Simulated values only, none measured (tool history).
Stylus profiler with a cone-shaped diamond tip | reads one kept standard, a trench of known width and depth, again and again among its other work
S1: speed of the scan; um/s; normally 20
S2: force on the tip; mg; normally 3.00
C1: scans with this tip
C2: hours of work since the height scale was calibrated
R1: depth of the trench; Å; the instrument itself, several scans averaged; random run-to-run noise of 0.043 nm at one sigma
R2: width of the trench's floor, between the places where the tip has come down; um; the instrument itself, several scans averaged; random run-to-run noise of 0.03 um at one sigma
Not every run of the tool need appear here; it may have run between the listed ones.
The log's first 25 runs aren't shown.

run	hour	S1	S2	C1	C2	R1	R2
# hour 1065.6: height scale calibrated on a step standard, once more
26	1102.2	10	4.41	11087	19	1007.3	18.31
27	1154.3	10	1.12	11300	45	1003.0	18.27
28	1203.1	10	1.12	11500	70	1003.4	18.29
29	1264.9	9	5.21	11753	102	1009.1	18.25
30	1313.4	24	3.26	11952	126	1006.3	18.26
31	1350.1	8	1.06	12102	145	1002.7	18.34
32	1376.7	11	3.00	12212	158	1006.2	18.29
33	1413.2	27	1.98	12361	177	1004.5	18.24
34	1439.5	24	3.25	12468	190	1006.3	18.26
35	1485.1	10	4.92	12656	214	1008.3	18.28
36	1537.7	12	3.98	12871	240	1007.3	18.29
37	1596.4	55	1.01	13111	270	1002.7	18.03
38	1622.6	35	2.12	13219	284	1004.1	18.21
39	1649.0	16	3.21	13327	297	1006.8	18.30
40	1703.3	8	3.02	13549	325	1005.2	18.35

4 options for the next run, each taken on its own from the tool as it stands now. Forecast them:
A	1749.8	20	6.15	13740	349	?	?
B	1749.8	20	2.88	13740	349	?	?
C	1749.8	43	2.82	13740	349	?	?
D	1749.8	17	4.26	13740	349	?	?

run	R1	R2
A	1008.8	18.20
B	1005.5	18.21
C	1005.1	18.15
D	1007.2	18.28
The same runs, with their run-to-run variation unchanged, on a tool lacking any hidden condition would have given:
run	R1	R2
A	1009.6	18.50
B	1006.2	18.51
C	1005.9	18.45
D	1008.0	18.58

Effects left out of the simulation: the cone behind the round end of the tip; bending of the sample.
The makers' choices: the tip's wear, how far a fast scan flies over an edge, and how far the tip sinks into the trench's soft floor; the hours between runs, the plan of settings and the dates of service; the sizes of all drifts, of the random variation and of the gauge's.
